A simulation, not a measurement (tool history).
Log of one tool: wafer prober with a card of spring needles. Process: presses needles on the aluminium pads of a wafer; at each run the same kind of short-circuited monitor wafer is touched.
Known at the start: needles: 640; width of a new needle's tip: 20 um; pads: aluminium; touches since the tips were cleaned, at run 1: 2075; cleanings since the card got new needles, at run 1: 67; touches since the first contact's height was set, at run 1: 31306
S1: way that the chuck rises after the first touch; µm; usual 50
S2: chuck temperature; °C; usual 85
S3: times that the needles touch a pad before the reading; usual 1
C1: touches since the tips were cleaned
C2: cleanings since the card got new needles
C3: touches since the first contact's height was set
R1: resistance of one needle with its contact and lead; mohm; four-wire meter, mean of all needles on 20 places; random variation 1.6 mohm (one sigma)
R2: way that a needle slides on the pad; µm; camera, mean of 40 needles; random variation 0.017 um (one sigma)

| run | day | S1 | S2 | S3 | C1 | C2 | C3 | R1 | R2 |
|---|---|---|---|---|---|---|---|---|---|
| 1 | 0.000 | 50 | 85 | 1 | 2075 | 67 | 31306 | 150 | 6.94 |
|  | 0.075 | tips cleaned on abrasive film |
|  | 0.438 | tips cleaned on abrasive film |
|  | 0.796 | tips cleaned on abrasive film |
|  | 1.158 | tips cleaned on abrasive film |
|  | 1.517 | tips cleaned on abrasive film |
|  | 1.879 | tips cleaned on abrasive film |
| 2 | 1.912 | 50 | 26 | 1 | 243 | 73 | 45623 | 138 | 6.99 |
|  | 2.200 | tips cleaned on abrasive film |
|  | 2.562 | tips cleaned on abrasive film |
|  | 2.850 | tips cleaned on abrasive film |
|  | 3.212 | tips cleaned on abrasive film |
|  | 3.571 | tips cleaned on abrasive film |
| 3 | 3.850 | 50 | 85 | 1 | 2102 | 78 | 60175 | 148 | 6.98 |
|  | 3.925 | tips cleaned on abrasive film |
|  | 4.212 | tips cleaned on abrasive film |
|  | 4.575 | tips cleaned on abrasive film |
|  | 4.938 | tips cleaned on abrasive film |
|  | 5.296 | tips cleaned on abrasive film |
|  | 5.308 | height of the first contact set anew |
|  | 5.671 | tips cleaned on abrasive film |
|  | 5.958 | tips cleaned on abrasive film |
|  | 6.308 | tips cleaned on abrasive film |
| 4 | 6.308 | 50 | 85 | 1 | 0 | 86 | 7475 | 149 | 6.97 |
|  | 6.667 | tips cleaned on abrasive film |
|  | 7.029 | tips cleaned on abrasive film |
|  | 7.317 | tips cleaned on abrasive film |
|  | 7.679 | tips cleaned on abrasive film |
|  | 8.038 | tips cleaned on abrasive film |
|  | 8.400 | tips cleaned on abrasive film |
| 5 | 8.596 | 50 | 85 | 2 | 1491 | 92 | 24664 | 149 | 7.01 |
|  | 8.742 | tips cleaned on abrasive film |
|  | 9.104 | tips cleaned on abrasive film |
|  | 9.396 | tips cleaned on abrasive film |
|  | 9.754 | tips cleaned on abrasive film |
|  | 10.046 | tips cleaned on abrasive film |
|  | 10.404 | tips cleaned on abrasive film |
|  | 10.767 | tips cleaned on abrasive film |
| 6 | 10.917 | 50 | 85 | 1 | 1149 | 99 | 42054 | 150 | 7.00 |
|  | 11.062 | tips cleaned on abrasive film |
|  | 11.354 | tips cleaned on abrasive film |
|  | 11.717 | tips cleaned on abrasive film |
|  | 12.075 | tips cleaned on abrasive film |
|  | 12.438 | tips cleaned on abrasive film |
|  | 12.796 | tips cleaned on abrasive film |
|  | 13.158 | tips cleaned on abrasive film |
| 7 | 13.408 | 50 | 45 | 1 | 1891 | 106 | 60730 | 144 | 7.05 |
|  | 13.483 | tips cleaned on abrasive film |
|  | 13.842 | tips cleaned on abrasive film |
|  | 14.133 | tips cleaned on abrasive film |
|  | 14.492 | tips cleaned on abrasive film |
|  | 14.792 | height of the first contact set anew |
|  | 14.867 | tips cleaned on abrasive film |
| 8 | 14.962 | 50 | 45 | 1 | 714 | 111 | 1255 | 141 | 7.01 |
|  | 15.179 | tips cleaned on abrasive film |
|  | 15.542 | tips cleaned on abrasive film |
|  | 15.900 | tips cleaned on abrasive film |
| 9 | 16.058 | 42 | 25 | 1 | 1197 | 114 | 9490 | 144 | 5.91 |
|  | 16.204 | tips cleaned on abrasive film |
|  | 16.567 | tips cleaned on abrasive film |
|  | 16.925 | tips cleaned on abrasive film |
|  | 17.288 | tips cleaned on abrasive film |
|  | 17.650 | tips cleaned on abrasive film |
|  | 18.008 | tips cleaned on abrasive film |
|  | 18.300 | tips cleaned on abrasive film |
|  | 18.658 | tips cleaned on abrasive film |
| 10 | 18.658 | 65 | 40 | 1 | 0 | 122 | 28961 | 138 | 9.17 |
|  | 19.017 | tips cleaned on abrasive film |
|  | 19.379 | tips cleaned on abrasive film |
|  | 19.667 | tips cleaned on abrasive film |
| 11 | 19.879 | 54 | 40 | 1 | 1592 | 125 | 38132 | 139 | 7.58 |
|  | 20.025 | tips cleaned on abrasive film |
|  | 20.388 | tips cleaned on abrasive film |
|  | 20.675 | tips cleaned on abrasive film |
|  | 21.038 | tips cleaned on abrasive film |
|  | 21.325 | tips cleaned on abrasive film |
| 12 | 21.483 | 44 | 111 | 1 | 1208 | 130 | 50167 | 157 | 6.19 |
|  | 21.633 | tips cleaned on abrasive film |
|  | 21.921 | tips cleaned on abrasive film |
|  | 22.283 | tips cleaned on abrasive film |
|  | 22.642 | tips cleaned on abrasive film |
|  | 23.004 | tips cleaned on abrasive film |
|  | 23.367 | tips cleaned on abrasive film |
|  | 23.725 | tips cleaned on abrasive film |
| 13 | 23.758 | 50 | 110 | 3 | 250 | 137 | 67200 | 153 | 7.05 |
|  | 24.046 | tips cleaned on abrasive film |
|  | 24.275 | height of the first contact set anew |
|  | 24.421 | tips cleaned on abrasive film |
|  | 24.783 | tips cleaned on abrasive film |
|  | 25.142 | tips cleaned on abrasive film |
|  | 25.433 | tips cleaned on abrasive film |
|  | 25.792 | tips cleaned on abrasive film |
| 14 | 25.804 | 39 | 85 | 2 | 80 | 143 | 11448 | 155 | 5.50 |
|  | 26.092 | tips cleaned on abrasive film |
|  | 26.454 | tips cleaned on abrasive film |
|  | 26.812 | tips cleaned on abrasive film |
| 15 | 27.021 | 39 | 79 | 2 | 1576 | 146 | 20602 | 156 | 5.53 |
|  | 27.167 | tips cleaned on abrasive film |
|  | 27.458 | tips cleaned on abrasive film |
|  | 27.821 | tips cleaned on abrasive film |
|  | 28.179 | tips cleaned on abrasive film |
|  | 28.542 | tips cleaned on abrasive film |
| 16 | 28.700 | 42 | 56 | 2 | 1208 | 151 | 33177 | 149 | 5.93 |

Hidden state at the last listed run before each entry between runs and at the first one after, where it differs:
Between runs 1 and 2: tips cleaned on abrasive film (day 0.075); tips cleaned on abrasive film (day 0.438); tips cleaned on abrasive film (day 0.796); tips cleaned on abrasive film (day 1.158); tips cleaned on abrasive film (day 1.517); tips cleaned on abrasive film (day 1.879)
  debris on the tips, nm: 0.5 -> 0.1; drift of the gauge itself on scrub_um, %: 0 -> 0.1
  measured less the result without the state, R2: +0.00 -> +0.01 µm
Between runs 2 and 3: tips cleaned on abrasive film (day 2.200); tips cleaned on abrasive film (day 2.562); tips cleaned on abrasive film (day 2.850); tips cleaned on abrasive film (day 3.212); tips cleaned on abrasive film (day 3.571)
  debris on the tips, nm: 0.1 -> 0.5; way that the needles fall short of the set height, um: 0 -> 0.01; drift of the gauge itself on scrub_um, %: 0.1 -> 0.21
  measured less the result without the state, R2: +0.01 -> +0.01 µm
Between runs 3 and 4: tips cleaned on abrasive film (day 3.925); tips cleaned on abrasive film (day 4.212); tips cleaned on abrasive film (day 4.575); tips cleaned on abrasive film (day 4.938); tips cleaned on abrasive film (day 5.296); height of the first contact set anew (day 5.308); tips cleaned on abrasive film (day 5.671); tips cleaned on abrasive film (day 5.958); tips cleaned on abrasive film (day 6.308)
  debris on the tips, nm: 0.5 -> 0; way that the needles fall short of the set height, um: 0.01 -> 0; drift of the gauge itself on scrub_um, %: 0.21 -> 0.34
  measured less the result without the state, R2: +0.01 -> +0.02 µm
Between runs 4 and 5: tips cleaned on abrasive film (day 6.667); tips cleaned on abrasive film (day 7.029); tips cleaned on abrasive film (day 7.317); tips cleaned on abrasive film (day 7.679); tips cleaned on abrasive film (day 8.038); tips cleaned on abrasive film (day 8.400)
  debris on the tips, nm: 0 -> 0.4; drift of the gauge itself on scrub_um, %: 0.34 -> 0.46
  measured less the result without the state, R2: +0.02 -> +0.04 µm
Between runs 5 and 6: tips cleaned on abrasive film (day 8.742); tips cleaned on abrasive film (day 9.104); tips cleaned on abrasive film (day 9.396); tips cleaned on abrasive film (day 9.754); tips cleaned on abrasive film (day 10.046); tips cleaned on abrasive film (day 10.404); tips cleaned on abrasive film (day 10.767)
  drift of the gauge itself on scrub_um, %: 0.46 -> 0.58
  measured less the result without the state, R2: +0.04 -> +0.04 µm
Between runs 6 and 7: tips cleaned on abrasive film (day 11.062); tips cleaned on abrasive film (day 11.354); tips cleaned on abrasive film (day 11.717); tips cleaned on abrasive film (day 12.075); tips cleaned on abrasive film (day 12.438); tips cleaned on abrasive film (day 12.796); tips cleaned on abrasive film (day 13.158)
  way that the needles fall short of the set height, um: 0 -> 0.01; drift of the gauge itself on scrub_um, %: 0.58 -> 0.71
  measured less the result without the state, R2: +0.04 -> +0.05 µm
Between runs 7 and 8: tips cleaned on abrasive film (day 13.483); tips cleaned on abrasive film (day 13.842); tips cleaned on abrasive film (day 14.133); tips cleaned on abrasive film (day 14.492); height of the first contact set anew (day 14.792); tips cleaned on abrasive film (day 14.867)
  debris on the tips, nm: 0.4 -> 0.2; way that the needles fall short of the set height, um: 0.01 -> 0; drift of the gauge itself on scrub_um, %: 0.71 -> 0.8
  measured less the result without the state, R2: +0.05 -> +0.06 µm
Between runs 8 and 9: tips cleaned on abrasive film (day 15.179); tips cleaned on abrasive film (day 15.542); tips cleaned on abrasive film (day 15.900)
  debris on the tips, nm: 0.2 -> 0.3; drift of the gauge itself on scrub_um, %: 0.8 -> 0.85
  measured less the result without the state, R2: +0.06 -> +0.05 µm
Between runs 9 and 10: tips cleaned on abrasive film (day 16.204); tips cleaned on abrasive film (day 16.567); tips cleaned on abrasive film (day 16.925); tips cleaned on abrasive film (day 17.288); tips cleaned on abrasive film (day 17.650); tips cleaned on abrasive film (day 18.008); tips cleaned on abrasive film (day 18.300); tips cleaned on abrasive film (day 18.658)
  debris on the tips, nm: 0.3 -> 0.1; drift of the gauge itself on scrub_um, %: 0.85 -> 0.99
  measured less the result without the state, R2: +0.05 -> +0.09 µm
Between runs 10 and 11: tips cleaned on abrasive film (day 19.017); tips cleaned on abrasive film (day 19.379); tips cleaned on abrasive film (day 19.667)
  debris on the tips, nm: 0.1 -> 0.4; drift of the gauge itself on scrub_um, %: 0.99 -> 1.06
  measured less the result without the state, R2: +0.09 -> +0.08 µm
Between runs 11 and 12: tips cleaned on abrasive film (day 20.025); tips cleaned on abrasive film (day 20.388); tips cleaned on abrasive film (day 20.675); tips cleaned on abrasive film (day 21.038); tips cleaned on abrasive film (day 21.325)
  debris on the tips, nm: 0.4 -> 0.3; way that the needles fall short of the set height, um: 0 -> 0.01; drift of the gauge itself on scrub_um, %: 1.06 -> 1.14
  measured less the result without the state, R2: +0.08 -> +0.07 µm
Between runs 12 and 13: tips cleaned on abrasive film (day 21.633); tips cleaned on abrasive film (day 21.921); tips cleaned on abrasive film (day 22.283); tips cleaned on abrasive film (day 22.642); tips cleaned on abrasive film (day 23.004); tips cleaned on abrasive film (day 23.367); tips cleaned on abrasive film (day 23.725)
  debris on the tips, nm: 0.3 -> 0.1; drift of the gauge itself on scrub_um, %: 1.14 -> 1.26
  measured less the result without the state, R2: +0.07 -> +0.09 µm
Between runs 13 and 14: tips cleaned on abrasive film (day 24.046); height of the first contact set anew (day 24.275); tips cleaned on abrasive film (day 24.421); tips cleaned on abrasive film (day 24.783); tips cleaned on abrasive film (day 25.142); tips cleaned on abrasive film (day 25.433); tips cleaned on abrasive film (day 25.792)
  way that the needles fall short of the set height, um: 0.01 -> 0; drift of the gauge itself on scrub_um, %: 1.26 -> 1.37
  measured less the result without the state, R2: +0.09 -> +0.07 µm
Between runs 14 and 15: tips cleaned on abrasive film (day 26.092); tips cleaned on abrasive film (day 26.454); tips cleaned on abrasive film (day 26.812)
  debris on the tips, nm: 0.1 -> 0.4; drift of the gauge itself on scrub_um, %: 1.37 -> 1.44
  measured less the result without the state, R2: +0.07 -> +0.07 µm
Between runs 15 and 16: tips cleaned on abrasive film (day 27.167); tips cleaned on abrasive film (day 27.458); tips cleaned on abrasive film (day 27.821); tips cleaned on abrasive film (day 28.179); tips cleaned on abrasive film (day 28.542)
  debris on the tips, nm: 0.4 -> 0.3; drift of the gauge itself on scrub_um, %: 1.44 -> 1.53
  measured less the result without the state, R2: +0.07 -> +0.09 µm
